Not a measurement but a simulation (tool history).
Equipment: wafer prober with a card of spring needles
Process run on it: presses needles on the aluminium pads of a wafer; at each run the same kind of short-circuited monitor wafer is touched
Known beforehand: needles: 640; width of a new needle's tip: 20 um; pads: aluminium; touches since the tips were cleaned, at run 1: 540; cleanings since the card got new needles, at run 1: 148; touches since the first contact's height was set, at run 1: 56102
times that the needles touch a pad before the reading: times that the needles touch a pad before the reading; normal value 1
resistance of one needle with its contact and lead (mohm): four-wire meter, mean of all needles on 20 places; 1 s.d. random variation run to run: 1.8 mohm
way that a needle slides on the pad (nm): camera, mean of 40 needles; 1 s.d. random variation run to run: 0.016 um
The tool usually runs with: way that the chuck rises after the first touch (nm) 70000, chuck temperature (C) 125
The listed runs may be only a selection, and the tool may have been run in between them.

run   hour  way that the chuck rises after the first touch (nm)  chuck temperature (C)  times that the needles touch a pad before the reading  touches since the tips were cleaned  cleanings since the card got new needles  touches since the first contact's height was set  resistance of one needle with its contact and lead (mohm)  way that a needle slides on the pad (nm)
  1      0                                                70000                    125                                                      1                                  540                                       148                                             56102                                                        191                                     11380
       6.3  -- tips cleaned on abrasive film
      13.6  -- tips cleaned on abrasive film
  2   15.3                                                70000                    125                                                      1                                  703                                       150                                             62556                                                        191                                     11370
      21.2  -- tips cleaned on abrasive film
      28.7  -- tips cleaned on abrasive film
  3   32.3                                                70000                    125                                                      1                                 1575                                       152                                             69788                                                        192                                     11380
      35.5  -- tips cleaned on abrasive film
      42.8  -- tips cleaned on abrasive film
      50.3  -- tips cleaned on abrasive film
  4   53.5                                                70000                    125                                                      1                                 1392                                       155                                             78738                                                        193                                     11380
      57.9  -- tips cleaned on abrasive film
      64.2  -- tips cleaned on abrasive film
      71.3  -- tips cleaned on abrasive film
  5   75.2                                                70000                    125                                                      1                                 1646                                       158                                             87893                                                        191                                     11360
      78.4  -- tips cleaned on abrasive film
        86  -- tips cleaned on abrasive film
      93.4  -- tips cleaned on abrasive film
      95.3  -- height of the first contact set anew
  6   99.2                                                70000                    125                                                      1                                 2339                                       161                                              1677                                                        190                                     11330
     100.8  -- tips cleaned on abrasive film
     108.3  -- tips cleaned on abrasive film
     115.4  -- tips cleaned on abrasive film
  7  115.8                                                81000                    125                                                      1                                  170                                       164                                              8640                                                        188                                     13150
     122.6  -- tips cleaned on abrasive film
       130  -- tips cleaned on abrasive film
  8  132.3                                                81000                     28                                                      1                                  959                                       166                                             15631                                                        174                                     13130
       137  -- tips cleaned on abrasive film
     144.4  -- tips cleaned on abrasive film
     151.2  -- tips cleaned on abrasive film
  9  151.7                                                70000                     35                                                      1                                  193                                       169                                             23824                                                        173                                     11350
       158  -- tips cleaned on abrasive film
     165.1  -- tips cleaned on abrasive film
 10  170.1                                                70000                     36                                                      1                                 2172                                       171                                             31648                                                        173                                     11310
     171.7  -- tips cleaned on abrasive film
     178.9  -- tips cleaned on abrasive film
     186.8  -- tips cleaned on abrasive film
 11  188.3                                                70000                    125                                                      1                                  651                                       174                                             39289                                                        194                                     11350
     194.2  -- tips cleaned on abrasive film
     201.2  -- tips cleaned on abrasive film
 12  204.4                                                70000                    100                                                      1                                 1365                                       176                                             46122                                                        185                                     11330
       209  -- tips cleaned on abrasive film
     216.5  -- tips cleaned on abrasive film
       224  -- tips cleaned on abrasive film
       231  -- tips cleaned on abrasive film
 13    231                                                70000                     89                                                      1                                    0                                       180                                             57346                                                        185                                     11280
     238.6  -- tips cleaned on abrasive film
     244.9  -- tips cleaned on abrasive film
 14  250.3                                                70000                     89                                                      1                                 2340                                       182                                             65541                                                        184                                     11300
       252  -- tips cleaned on abrasive film
     259.4  -- tips cleaned on abrasive film
     267.2  -- tips cleaned on abrasive film
 15  272.6                                                77000                     51                                                      2                                 2315                                       185                                             74939                                                        178                                     12420
     274.2  -- tips cleaned on abrasive film
     281.5  -- tips cleaned on abrasive film
     288.8  -- tips cleaned on abrasive film
 16  294.2                                                60000                    125                                                      1                                 2298                                       188                                             84084                                                        193                                      9680
     295.7  -- tips cleaned on abrasive film
     302.9  -- tips cleaned on abrasive film
     309.2  -- tips cleaned on abrasive film
     316.6  -- tips cleaned on abrasive film
 17  320.8                                                60000                    125                                                      1                                 1788                                       192                                             95315                                                        191                                      9660
     322.7  -- height of the first contact set anew
     324.3  -- tips cleaned on abrasive film
     331.1  -- tips cleaned on abrasive film
     338.4  -- tips cleaned on abrasive film
     345.6  -- tips cleaned on abrasive film
 18  346.6                                                60000                    125                                                      1                                  401                                       196                                             10072                                                        190                                      9660
     352.8  -- tips cleaned on abrasive film
     360.2  -- tips cleaned on abrasive film
 19    364                                                60000                     98                                                      1                                 1599                                       198                                             17445                                                        186                                      9640
     367.2  -- tips cleaned on abrasive film
     374.1  -- tips cleaned on abrasive film
     381.6  -- tips cleaned on abrasive film
 20  386.8                                                60000                     39                                                      2                                 2225                                       201                                             27085                                                        178                                      9650
     388.2  -- tips cleaned on abrasive film
     395.5  -- tips cleaned on abrasive film
     402.9  -- tips cleaned on abrasive film
 21  408.6                                                67000                    125                                                      2                                 2436                                       204                                             36313                                                        189                                     10760
     410.2  -- tips cleaned on abrasive film
     417.5  -- tips cleaned on abrasive film
     425.1  -- tips cleaned on abrasive film
 22  429.2                                                67000                    125                                                      2                                 1744                                       207                                             44997                                                        189                                     10780
     432.4  -- tips cleaned on abrasive film
     438.9  -- tips cleaned on abrasive film
     445.2  -- tips cleaned on abrasive film
     451.5  -- tips cleaned on abrasive film
 23  451.6                                                67000                    125                                                      1                                   42                                       211                                             54428                                                        194                                     10750
     457.9  -- tips cleaned on abrasive film
     465.3  -- tips cleaned on abrasive film
     472.6  -- tips cleaned on abrasive film
 24  473.4                                                78000                     67                                                      1                                  313                                       214                                             63631                                                        177                                     12510
     479.4  -- tips cleaned on abrasive film
     485.7  -- tips cleaned on abrasive film
     492.7  -- tips cleaned on abrasive film
 25  492.7                                                70000                     34                                                      1                                    0                                       217                                             71810                                                        172                                     11230
     500.6  -- tips cleaned on abrasive film
     508.4  -- tips cleaned on abrasive film
     515.5  -- tips cleaned on abrasive film
 26  515.5                                                70000                     34                                                      1                                    0                                       220                                             81436                                                        167                                     11210
     522.9  -- tips cleaned on abrasive film
     530.2  -- tips cleaned on abrasive film
     537.7  -- tips cleaned on abrasive film
 27  539.7                                                71000                     32                                                      2                                  833                                       223                                             91657                                                        173                                     11370
     544.9  -- tips cleaned on abrasive film
     551.1  -- height of the first contact set anew
     552.3  -- tips cleaned on abrasive film
 28  552.5                                                71000                     32                                                      2                                   78                                       225                                               547                                                        173                                     11340

Consider 3 possible next runs. They are alternatives, not a sequence: every one starts from the tool as it was left by run 28. What does each give?
     559.9  -- tips cleaned on abrasive film
     567.2  -- tips cleaned on abrasive film
     573.5  -- tips cleaned on abrasive film
  A  573.5                                                60000                     84                                                      2                                    0                                       228                                              9407                                                          ?                                         ?
     559.9  -- tips cleaned on abrasive film
     567.2  -- tips cleaned on abrasive film
     573.5  -- tips cleaned on abrasive film
  B  573.5                                                70000                     25                                                      2                                    0                                       228                                              9407                                                          ?                                         ?
     559.9  -- tips cleaned on abrasive film
     567.2  -- tips cleaned on abrasive film
     573.5  -- tips cleaned on abrasive film
  C  573.5                                                69000                     63                                                      2                                    0                                       228                                              9407                                                          ?                                         ?

run  resistance of one needle with its contact and lead (mohm)  way that a needle slides on the pad (nm)
  A                                                        183                                      9600
  B                                                        169                                     11190
  C                                                        185                                     11030
Without the tool's unlogged condition, the same runs would have read:
run  resistance of one needle with its contact and lead (mohm)  way that a needle slides on the pad (nm)
  A                                                        183                                      9760
  B                                                        169                                     11370
  C                                                        185                                     11210

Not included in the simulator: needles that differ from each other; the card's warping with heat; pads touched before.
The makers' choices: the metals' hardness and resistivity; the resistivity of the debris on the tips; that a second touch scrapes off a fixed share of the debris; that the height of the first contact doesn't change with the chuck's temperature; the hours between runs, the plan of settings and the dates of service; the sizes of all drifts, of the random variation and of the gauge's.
